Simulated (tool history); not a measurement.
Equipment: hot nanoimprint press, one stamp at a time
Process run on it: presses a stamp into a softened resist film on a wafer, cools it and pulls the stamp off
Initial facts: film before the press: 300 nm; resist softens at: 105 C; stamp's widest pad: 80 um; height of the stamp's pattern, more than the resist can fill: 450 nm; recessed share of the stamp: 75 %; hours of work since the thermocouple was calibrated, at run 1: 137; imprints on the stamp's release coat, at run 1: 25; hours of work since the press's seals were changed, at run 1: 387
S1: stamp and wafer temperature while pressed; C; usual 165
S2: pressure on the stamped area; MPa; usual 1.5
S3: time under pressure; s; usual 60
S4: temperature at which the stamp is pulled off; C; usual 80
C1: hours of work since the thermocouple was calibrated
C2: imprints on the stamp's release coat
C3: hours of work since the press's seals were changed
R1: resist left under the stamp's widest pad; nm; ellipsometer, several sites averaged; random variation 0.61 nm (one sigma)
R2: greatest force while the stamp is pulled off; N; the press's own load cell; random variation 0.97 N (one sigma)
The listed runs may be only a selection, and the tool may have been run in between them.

run 1 hour=0 | S1=165 S2=1.5 S3=60 S4=80 | C1=137 C2=25 C3=387 | R1=163.4 R2=168.6
run 2 hour=44.4 | S1=165 S2=1.5 S3=60 S4=80 | C1=156 C2=114 C3=407 | R1=164.9 R2=171.4
run 3 hour=85.1 | S1=165 S2=1.5 S3=60 S4=80 | C1=174 C2=195 C3=424 | R1=164.5 R2=169.7
run 4 hour=140.8 | S1=165 S2=1.5 S3=60 S4=80 | C1=198 C2=306 C3=449 | R1=165.6 R2=169.5
run 5 hour=183.8 | S1=165 S2=1.5 S3=60 S4=80 | C1=217 C2=391 C3=467 | R1=163.6 R2=170.2
run 6 hour=210.3 | S1=171 S2=1.5 S3=60 S4=80 | C1=228 C2=444 C3=479 | R1=123.9 R2=168.9
run 7 hour=244.3 | S1=171 S2=1.5 S3=60 S4=80 | C1=243 C2=511 C3=494 | R1=122.8 R2=169.6
run 8 hour=285.3 | S1=165 S2=1.5 S3=60 S4=80 | C1=261 C2=593 C3=511 | R1=163.4 R2=168.4
-- hour=321.7 press's hydraulic seals changed and the load cell set to zero
run 9 hour=351.9 | S1=165 S2=1.5 S3=53 S4=80 | C1=287 C2=710 C3=13 | R1=171.3 R2=171.5
-- hour=395.1 stamp cleaned and given a new release coat
run 10 hour=413.5 | S1=165 S2=1.5 S3=53 S4=80 | C1=311 C2=36 C3=37 | R1=171.4 R2=167.7
-- hour=446.3 plate thermocouple calibrated
run 11 hour=467 | S1=165 S2=1.5 S3=53 S4=80 | C1=9 C2=137 C3=59 | R1=171.7 R2=168.6
run 12 hour=522.7 | S1=165 S2=1.5 S3=47 S4=80 | C1=33 C2=247 C3=83 | R1=178.2 R2=169.4
run 13 hour=550.3 | S1=165 S2=1.5 S3=47 S4=83 | C1=45 C2=302 C3=95 | R1=177.9 R2=161.8
run 14 hour=597.7 | S1=165 S2=1.5 S3=47 S4=83 | C1=66 C2=397 C3=116 | R1=176.7 R2=162.4
run 15 hour=642.4 | S1=165 S2=1.5 S3=68 S4=80 | C1=85 C2=486 C3=136 | R1=157.1 R2=168
run 16 hour=680.4 | S1=159 S2=1.83 S3=60 S4=80 | C1=102 C2=561 C3=152 | R1=200.4 R2=170
run 17 hour=731.9 | S1=165 S2=0.93 S3=47 S4=68 | C1=124 C2=664 C3=174 | R1=205.6 R2=196.5
run 18 hour=779.8 | S1=159 S2=2.39 S3=60 S4=80 | C1=145 C2=759 C3=195 | R1=185.5 R2=166.7
-- hour=795.4 stamp cleaned and given a new release coat
run 19 hour=839.3 | S1=164 S2=1.21 S3=51 S4=73 | C1=168 C2=87 C3=219 | R1=194.8 R2=182.5
run 20 hour=888.7 | S1=154 S2=1.16 S3=104 S4=80 | C1=190 C2=186 C3=240 | R1=237.4 R2=168.1
run 21 hour=947.3 | S1=170 S2=1.5 S3=60 S4=77 | C1=215 C2=302 C3=266 | R1=128.5 R2=172.1
run 22 hour=1002.1 | S1=176 S2=1.96 S3=60 S4=79 | C1=239 C2=411 C3=289 | R1=84.5 R2=167.9
run 23 hour=1043.2 | S1=165 S2=1.5 S3=60 S4=84 | C1=257 C2=493 C3=307 | R1=163.4 R2=157.3
run 24 hour=1086.8 | S1=165 S2=1.5 S3=60 S4=84 | C1=276 C2=580 C3=326 | R1=163.4 R2=157.3
run 25 hour=1113.3 | S1=165 S2=1.5 S3=60 S4=84 | C1=287 C2=633 C3=338 | R1=164.3 R2=157.4
run 26 hour=1141.8 | S1=157 S2=1.5 S3=88 S4=80 | C1=300 C2=689 C3=350 | R1=207.1 R2=165.6
run 27 hour=1169.3 | S1=156 S2=1.33 S3=60 S4=80 | C1=312 C2=744 C3=362 | R1=240.9 R2=167.9
-- hour=1191 stamp cleaned and given a new release coat
-- hour=1205 plate thermocouple calibrated
run 28 hour=1228.6 | S1=165 S2=1.5 S3=103 S4=86 | C1=10 C2=69 C3=384 | R1=134.4 R2=152.1
run 29 hour=1284.3 | S1=156 S2=2.18 S3=71 S4=67 | C1=34 C2=180 C3=408 | R1=205.4 R2=194.2
run 30 hour=1311.1 | S1=154 S2=1.83 S3=36 S4=80 | C1=46 C2=233 C3=420 | R1=258 R2=165

Hidden condition of the tool, last listed run before each entry between runs versus first listed run after:
From run 8 to run 9: press's hydraulic seals changed and the load cell set to zero (hour 321.7)
  true temperature over the reading, C: -0.03 -> -0.04; pressure that arrives at the usual setting, %: 99.97 -> 100; drift of the gauge itself on pull_off_n, %: -0.61 -> -0.74
  the result without the hidden state subtracted from the measured one, R2: -0.6 -> -0.7 N
From run 9 to run 10: stamp cleaned and given a new release coat (hour 395.1)
  grip of the stamp's worn release coat, % over a new coat's: 0.2 -> 0; drift of the gauge itself on pull_off_n, %: -0.74 -> -0.86
  the result without the hidden state subtracted from the measured one, R2: -0.7 -> -1.3 N
From run 10 to run 11: plate thermocouple calibrated (hour 446.3)
  true temperature over the reading, C: -0.04 -> 0; pressure that arrives at the usual setting, %: 100 -> 99.99; drift of the gauge itself on pull_off_n, %: -0.86 -> -0.97
  the result without the hidden state subtracted from the measured one, R2: -1.3 -> -1.6 N
From run 18 to run 19: stamp cleaned and given a new release coat (hour 795.4)
  true temperature over the reading, C: -0.01 -> -0.02; grip of the stamp's worn release coat, % over a new coat's: 0.3 -> 0; drift of the gauge itself on pull_off_n, %: -1.64 -> -1.76
  the result without the hidden state subtracted from the measured one, R2: -2.3 -> -3.2 N
From run 27 to run 28: stamp cleaned and given a new release coat (hour 1191); plate thermocouple calibrated (hour 1205)
  true temperature over the reading, C: -0.03 -> -0.01; grip of the stamp's worn release coat, % over a new coat's: 0.3 -> 0; drift of the gauge itself on pull_off_n, %: -2.47 -> -2.58
  the result without the hidden state subtracted from the measured one, R2: -3.7 -> -4 N
